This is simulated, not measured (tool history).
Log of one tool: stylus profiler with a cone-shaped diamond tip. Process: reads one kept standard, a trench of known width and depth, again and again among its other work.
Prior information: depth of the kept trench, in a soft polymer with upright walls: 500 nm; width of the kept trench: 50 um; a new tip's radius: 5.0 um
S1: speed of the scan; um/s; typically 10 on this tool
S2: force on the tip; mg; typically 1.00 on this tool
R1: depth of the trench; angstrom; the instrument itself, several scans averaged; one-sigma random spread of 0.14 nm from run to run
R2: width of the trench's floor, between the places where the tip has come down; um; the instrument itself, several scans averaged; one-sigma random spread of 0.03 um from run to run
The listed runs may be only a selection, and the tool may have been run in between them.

run,day,S1,S2,R1,R2
1,0.000,10,1.00,5054.9,44.73
2,2.279,10,1.00,5055.4,44.69
3,3.408,10,1.00,5058.1,44.72
4,4.979,10,1.00,5057.6,44.67
5,7.062,10,1.00,5056.9,44.60
6,9.267,10,1.00,5055.6,44.54
7,11.750,10,1.00,5058.9,44.52
8,13.758,10,1.00,5063.2,44.46
9,16.188,10,1.00,5060.4,44.45
10,18.967,10,1.00,5061.5,44.41
11,21.146,10,1.00,5061.6,44.32
12,23.575,3,1.00,5066.1,44.37
13,25.675,10,1.00,5066.9,44.27
14,27.450,10,1.00,5064.5,44.28
15,28.954,10,1.00,5066.2,44.26
16,31.396,10,0.93,5064.1,44.24
17,32.679,10,0.93,5065.2,44.15
18,34.233,10,0.93,5065.8,44.18
# day 34.512: height scale calibrated on a step standard
19,36.775,10,0.71,5062.0,44.12
20,38.196,10,1.88,5095.0,44.10
21,40.071,10,1.88,5097.6,44.08
22,42.404,10,1.88,5098.3,44.06
23,43.721,10,1.00,5075.0,44.03
24,46.217,7,1.79,5095.5,44.02
25,47.867,6,1.00,5076.5,43.92
# day 48.129: height scale calibrated on a step standard, once more
26,50.029,6,1.00,5043.6,43.94
27,51.458,3,0.43,5024.4,43.94
28,53.696,3,0.43,5024.1,43.93
29,55.529,10,2.02,5073.1,43.83
30,56.775,11,1.83,5066.7,43.82
31,59.379,7,0.39,5023.0,43.78
32,60.708,7,0.39,5024.4,43.71
33,62.950,5,1.00,5046.9,43.74
34,64.429,5,1.00,5047.6,43.72
35,65.625,25,0.69,5038.2,43.54
36,67.267,25,0.69,5040.4,43.47
37,69.004,25,0.69,5041.0,43.51
38,70.938,25,0.69,5040.6,43.45
39,72.762,27,1.40,5060.3,43.51
40,74.346,27,1.40,5064.1,43.46
41,76.896,3,1.18,5057.5,43.60
42,78.508,7,1.15,5056.4,43.52
43,80.700,7,1.15,5055.9,43.56
44,83.421,7,1.03,5055.4,43.47
45,85.462,9,1.00,5055.8,43.39
46,87.146,7,2.05,5082.0,43.40

Each row is a separate what-if for the run after 46, all from the same tool condition, not one after another. Results?
A,88.667,14,0.85,?,?
B,88.667,6,1.98,?,?
C,88.667,15,2.63,?,?
D,88.667,5,0.35,?,?

run,R1,R2
A,5049.9,43.30
B,5084.0,43.40
C,5096.6,43.31
D,5034.4,43.36
Without the tool's unlogged condition, the same runs would have read:
run,R1,R2
A,5037.7,45.51
B,5071.7,45.61
C,5084.2,45.52
D,5022.2,45.57
